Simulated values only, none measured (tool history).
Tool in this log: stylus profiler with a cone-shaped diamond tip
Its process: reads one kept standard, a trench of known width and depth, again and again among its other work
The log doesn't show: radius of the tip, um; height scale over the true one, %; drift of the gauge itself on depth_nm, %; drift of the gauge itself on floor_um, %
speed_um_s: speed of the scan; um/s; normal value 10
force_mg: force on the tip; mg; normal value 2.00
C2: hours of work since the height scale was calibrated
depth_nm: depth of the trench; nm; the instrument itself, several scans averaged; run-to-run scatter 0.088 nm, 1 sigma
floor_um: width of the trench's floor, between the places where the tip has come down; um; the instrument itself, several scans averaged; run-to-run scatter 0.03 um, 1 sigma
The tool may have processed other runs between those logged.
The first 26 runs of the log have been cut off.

run 27 hour=983.2 | speed_um_s=5 force_mg=1.85 | scans_with_this_tip=7055 C2=903 | depth_nm=201.41 floor_um=47.96
run 28 hour=1013.3 | speed_um_s=11 force_mg=1.98 | scans_with_this_tip=7242 C2=927 | depth_nm=201.56 floor_um=47.96
run 29 hour=1040.0 | speed_um_s=21 force_mg=1.98 | scans_with_this_tip=7408 C2=948 | depth_nm=201.55 floor_um=47.90
run 30 hour=1069.8 | speed_um_s=21 force_mg=1.98 | scans_with_this_tip=7594 C2=972 | depth_nm=201.50 floor_um=47.88
run 31 hour=1109.7 | speed_um_s=21 force_mg=5.76 | scans_with_this_tip=7843 C2=1004 | depth_nm=203.42 floor_um=47.91
run 32 hour=1163.1 | speed_um_s=31 force_mg=1.33 | scans_with_this_tip=8176 C2=1046 | depth_nm=201.28 floor_um=47.79
run 33 hour=1188.2 | speed_um_s=31 force_mg=1.33 | scans_with_this_tip=8332 C2=1066 | depth_nm=201.26 floor_um=47.80
run 34 hour=1240.6 | speed_um_s=20 force_mg=0.83 | scans_with_this_tip=8659 C2=1108 | depth_nm=201.01 floor_um=47.85

What if the next run were any one of these 3? Each begins from the tool's condition after run 34:
run A hour=1264.0 | speed_um_s=2 force_mg=0.80 | scans_with_this_tip=8805 C2=1127 | depth_nm=? floor_um=?
run B hour=1264.0 | speed_um_s=8 force_mg=4.82 | scans_with_this_tip=8805 C2=1127 | depth_nm=? floor_um=?
run C hour=1264.0 | speed_um_s=4 force_mg=5.58 | scans_with_this_tip=8805 C2=1127 | depth_nm=? floor_um=?

run=A depth_nm=200.88 floor_um=47.99
run=B depth_nm=202.96 floor_um=47.93
run=C depth_nm=203.22 floor_um=47.97
Take away the tool's hidden state, keep each run's random variation, and the runs would have read:
run=A depth_nm=200.87 floor_um=48.00
run=B depth_nm=202.96 floor_um=47.94
run=C depth_nm=203.22 floor_um=47.98

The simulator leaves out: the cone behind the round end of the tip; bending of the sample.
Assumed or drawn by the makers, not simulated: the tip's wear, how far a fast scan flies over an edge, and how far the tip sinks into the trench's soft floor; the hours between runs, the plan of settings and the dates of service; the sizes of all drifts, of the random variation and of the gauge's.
